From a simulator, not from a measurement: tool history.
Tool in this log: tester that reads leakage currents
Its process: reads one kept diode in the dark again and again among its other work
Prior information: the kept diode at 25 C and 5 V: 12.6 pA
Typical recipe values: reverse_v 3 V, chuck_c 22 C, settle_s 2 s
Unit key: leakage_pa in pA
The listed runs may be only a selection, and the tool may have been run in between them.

run	day	reverse_v	chuck_c	settle_s	leakage_pa
1	0	3	22	2	8.22
2	2.754	3	22	2	8.27
3	4.929	3	22	2	8.47
4	7.842	3	22	2	8.55
5	9.342	3	22	2	8.43
6	10.825	3	22	2	8.49
7	13.892	10.57	22	2	17.12
8	16.146	10.57	22	2	17.3
9	17.533	10.57	22	2	17.2
10	20.471	10.57	22	2	17.71
11	23.525	10.57	22	2	18.05
12	25.429	10.57	22	2	18.01
13	27.325	10.57	22	0.41	21.7
14	30.346	3	22	5.34	8.95
15	32.583	3	22	5.34	9.01
16	34.15	3	22	5.34	9.17
17	36.929	6.01	22	5.34	13.5
18	39.462	1.02	22	2	5.32
19	41.071	3.21	22	2	9.84
20	42.938	3.21	22	3.7	9.75
21	44.804	3.21	22	3.7	9.89
22	47.8	3.21	22	3.7	9.98

Expected results for the next run?
23	49.254	6.46	23	0.36	?

For run 23 the tool returned leakage_pa 18.68 pA.
Minus the tool's unlogged condition, the same run would have read leakage_pa 14.8 pA.

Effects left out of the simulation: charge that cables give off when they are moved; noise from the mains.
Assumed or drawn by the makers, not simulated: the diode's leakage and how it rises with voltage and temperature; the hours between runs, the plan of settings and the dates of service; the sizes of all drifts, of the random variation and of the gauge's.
